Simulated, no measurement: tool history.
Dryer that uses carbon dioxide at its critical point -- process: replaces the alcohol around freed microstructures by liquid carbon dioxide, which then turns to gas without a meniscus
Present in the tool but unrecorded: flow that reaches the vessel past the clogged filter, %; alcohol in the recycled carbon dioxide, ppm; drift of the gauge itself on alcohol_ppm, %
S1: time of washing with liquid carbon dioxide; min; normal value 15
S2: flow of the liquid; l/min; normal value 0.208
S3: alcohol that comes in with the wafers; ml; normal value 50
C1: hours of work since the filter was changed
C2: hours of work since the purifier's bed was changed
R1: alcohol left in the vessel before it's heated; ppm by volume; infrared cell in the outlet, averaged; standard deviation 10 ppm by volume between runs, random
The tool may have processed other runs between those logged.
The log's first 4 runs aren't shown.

run	day	S1	S2	S3	C1	C2	R1
5	3.392	15	0.208	46	148	182	751
6	4.708	15	0.208	46	162	197	781
7	5.538	15	0.208	50	172	206	857
8	6.179	15	0.208	50	179	213	885
9	7.058	15	0.208	50	188	223	896
10	8.046	15	0.208	50	199	234	889
# day 8.546: inlet filter changed
11	8.712	13	0.208	50	2	241	1275
12	10.079	13	0.208	50	17	256	1307
13	10.804	13	0.208	50	25	264	1329
14	11.554	13	0.208	50	33	272	1328
15	12.112	13	0.208	50	40	279	1377
16	12.854	13	0.208	50	48	287	1397
17	13.908	13	0.208	50	60	299	1440
18	14.85	13	0.208	50	70	309	1436
19	15.638	13	0.208	50	79	318	1428
20	16.908	15	0.136	50	93	332	4103
21	17.55	15	0.136	50	100	339	4046
22	18.479	18	0.208	50	110	349	396
23	19.717	18	0.208	50	124	363	393
24	20.746	21	0.208	89	135	374	307

Forecast run 25:
25	21.492	23	0.256	32	144	383	?

{"run 25": {"R1": 137}}
Had the tool carried no hidden state, the very same run would have given R1 14 ppm by volume.

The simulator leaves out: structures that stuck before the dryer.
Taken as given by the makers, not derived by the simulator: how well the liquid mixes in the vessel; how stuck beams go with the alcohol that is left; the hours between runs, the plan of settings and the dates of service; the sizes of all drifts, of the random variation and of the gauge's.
